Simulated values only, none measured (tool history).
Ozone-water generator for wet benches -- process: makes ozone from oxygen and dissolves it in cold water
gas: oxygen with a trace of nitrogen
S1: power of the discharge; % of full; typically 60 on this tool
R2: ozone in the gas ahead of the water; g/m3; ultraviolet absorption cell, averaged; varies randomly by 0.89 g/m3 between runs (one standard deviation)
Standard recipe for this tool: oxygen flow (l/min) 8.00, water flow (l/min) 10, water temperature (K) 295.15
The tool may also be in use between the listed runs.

Run 1, hour 0.0: usual settings. Result: dissolved ozone (ppm) 21.6, R2 144.7 g/m3.
Run 2, hour 20.8: usual settings. Result: dissolved ozone (ppm) 21.7, R2 146.6 g/m3.
Run 3, hour 42.3: usual settings. Result: dissolved ozone (ppm) 21.8, R2 144.5 g/m3.
Run 4, hour 61.8: usual settings. Result: dissolved ozone (ppm) 21.9, R2 143.8 g/m3.
Run 5, hour 82.2: usual settings. Result: dissolved ozone (ppm) 21.8, R2 144.2 g/m3.
Run 6, hour 97.8: usual settings. Result: dissolved ozone (ppm) 21.5, R2 144.2 g/m3.
Run 7, hour 121.5: usual settings. Result: dissolved ozone (ppm) 21.8, R2 146.0 g/m3.
At hour 128.7: contactor cleaned.
Run 8, hour 145.5: usual settings. Result: dissolved ozone (ppm) 21.5, R2 144.4 g/m3.
Run 9, hour 171.2: usual settings but oxygen flow (l/min) 12.79. Result: dissolved ozone (ppm) 17.2, R2 107.7 g/m3.
Run 10, hour 194.6: usual settings. Result: dissolved ozone (ppm) 21.8, R2 144.7 g/m3.
Run 11, hour 214.5: usual settings but S1 80 % of full. Result: dissolved ozone (ppm) 26.6, R2 177.9 g/m3.
Run 12, hour 234.0: usual settings but S1 80 % of full, water flow (l/min) 7, water temperature (K) 291.15. Result: dissolved ozone (ppm) 34.4, R2 179.9 g/m3.
Run 13, hour 249.0: usual settings but S1 80 % of full, water flow (l/min) 7, water temperature (K) 291.15. Result: dissolved ozone (ppm) 34.7, R2 179.0 g/m3.
Run 14, hour 281.8: usual settings but water flow (l/min) 11. Result: dissolved ozone (ppm) 20.4, R2 145.4 g/m3.
At hour 297.8: contactor cleaned, once more.
Run 15, hour 304.2: usual settings but water temperature (K) 292.15. Result: dissolved ozone (ppm) 24.5, R2 143.6 g/m3.
Run 16, hour 326.7: usual settings but water temperature (K) 292.15. Result: dissolved ozone (ppm) 24.1, R2 144.3 g/m3.
Run 17, hour 353.9: usual settings but oxygen flow (l/min) 10.80, water flow (l/min) 8, water temperature (K) 292.15. Result: dissolved ozone (ppm) 23.6, R2 118.9 g/m3.
Run 18, hour 386.4: usual settings but water flow (l/min) 15, water temperature (K) 289.15. Result: dissolved ozone (ppm) 20.5, R2 145.1 g/m3.
Run 19, hour 421.2: usual settings but oxygen flow (l/min) 4.01, water temperature (K) 290.15. Result: dissolved ozone (ppm) 31.0, R2 223.6 g/m3.
Run 20, hour 441.0: usual settings but oxygen flow (l/min) 4.01, water temperature (K) 290.15. Result: dissolved ozone (ppm) 30.8, R2 225.1 g/m3.
Run 21, hour 455.9: usual settings but oxygen flow (l/min) 4.01, water flow (l/min) 12, water temperature (K) 300.15. Result: dissolved ozone (ppm) 22.6, R2 225.8 g/m3.

Some steps in dissolved ozone (ppm) between neighbouring runs. How much of each would the tool show without its hidden state too (settings, what came in, random variation), and how much is left for the hidden state, with any gauge scatter that isn't in both results?
The tool's hidden condition here consists of: yield of the discharge, % of new electrodes'; contactor's efficiency, % of a clean one's; true water temperature over the reading, C; drift of the gauge itself on ozone_ppm, %; drift of the gauge itself on gas_g_m3, %.
Run 13 -> 14: S1 80 -> 60, water flow (l/min) 7 -> 11, water temperature (K) 291.15 -> 295.15. dissolved ozone (ppm) -14.3: hidden state +0.8, all else -15.1.
Run 14 -> 15: water flow (l/min) 11 -> 10, water temperature (K) 295.15 -> 292.15, contactor cleaned, once more. dissolved ozone (ppm) +4.1: hidden state +1.2, all else +2.9.
Run 18 -> 19: oxygen flow (l/min) 8.00 -> 4.01, water flow (l/min) 15 -> 10, water temperature (K) 289.15 -> 290.15. dissolved ozone (ppm) +10.5: hidden state -0.2, all else +10.7.
